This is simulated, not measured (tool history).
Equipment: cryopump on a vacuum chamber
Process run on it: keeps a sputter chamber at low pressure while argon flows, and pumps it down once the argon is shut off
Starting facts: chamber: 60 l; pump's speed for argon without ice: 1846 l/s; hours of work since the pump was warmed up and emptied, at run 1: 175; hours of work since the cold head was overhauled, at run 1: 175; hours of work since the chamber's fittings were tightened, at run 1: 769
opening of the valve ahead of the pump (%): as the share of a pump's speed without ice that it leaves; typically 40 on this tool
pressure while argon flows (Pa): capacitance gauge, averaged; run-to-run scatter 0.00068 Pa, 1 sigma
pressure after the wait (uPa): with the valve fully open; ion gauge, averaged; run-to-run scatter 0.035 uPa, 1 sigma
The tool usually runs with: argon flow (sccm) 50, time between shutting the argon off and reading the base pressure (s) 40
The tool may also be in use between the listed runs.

| run | hour | argon flow (sccm) | time between shutting the argon off and reading the base pressure (s) | opening of the valve ahead of the pump (%) | hours of work since the pump was warmed up and emptied | hours of work since the cold head was overhauled | hours of work since the chamber's fittings were tightened | pressure while argon flows (Pa) | pressure after the wait (uPa) |
|---|---|---|---|---|---|---|---|---|---|
| 1 | 0 | 50 | 40 | 40 | 175 | 175 | 769 | 0.1187 | 2.21 |
| 2 | 14 | 50 | 40 | 40 | 184 | 184 | 778 | 0.1192 | 2.19 |
| 3 | 34 | 50 | 40 | 40 | 197 | 197 | 790 | 0.1197 | 2.22 |
| 4 | 60.1 | 50 | 40 | 40 | 213 | 213 | 806 | 0.1198 | 2.21 |
| 5 | 87.4 | 50 | 40 | 40 | 230 | 230 | 823 | 0.121 | 2.25 |
| 6 | 111.8 | 50 | 40 | 40 | 245 | 245 | 839 | 0.1211 | 2.14 |
| 7 | 126.4 | 39 | 40 | 40 | 254 | 254 | 848 | 0.0927 | 2.26 |
| 8 | 153.7 | 39 | 40 | 40 | 271 | 271 | 865 | 0.0944 | 2.3 |
| 9 | 172.6 | 39 | 40 | 40 | 283 | 283 | 877 | 0.0942 | 2.23 |
| 10 | 190.4 | 50 | 89 | 40 | 294 | 294 | 888 | 0.1213 | 1.28 |
| 11 | 210.4 | 50 | 89 | 40 | 307 | 307 | 900 | 0.1219 | 1.33 |
| 12 | 231.9 | 64 | 40 | 40 | 320 | 320 | 913 | 0.1562 | 2.31 |
| 13 | 243.8 | 64 | 40 | 40 | 327 | 327 | 921 | 0.1571 | 2.3 |
| 14 | 262.2 | 64 | 40 | 19 | 339 | 339 | 932 | 0.3191 | 2.23 |
| 15 | 281.2 | 64 | 40 | 19 | 351 | 351 | 944 | 0.321 | 2.27 |
| 16 | 297.3 | 50 | 40 | 40 | 361 | 361 | 954 | 0.1229 | 2.27 |
| 17 | 322.3 | 64 | 40 | 40 | 376 | 376 | 970 | 0.1583 | 2.26 |

Estimate the outcome of run 18 from the log above:
| 18 | 341.4 | 64 | 40 | 40 | 388 | 388 | 982 | ? | ? |

Run 18 yielded pressure while argon flows (Pa) 0.1592, pressure after the wait (uPa) 2.33.
With the hidden condition absent and the run-to-run variation left alone, this run would have shown pressure while argon flows (Pa) 0.147, pressure after the wait (uPa) 1.89.
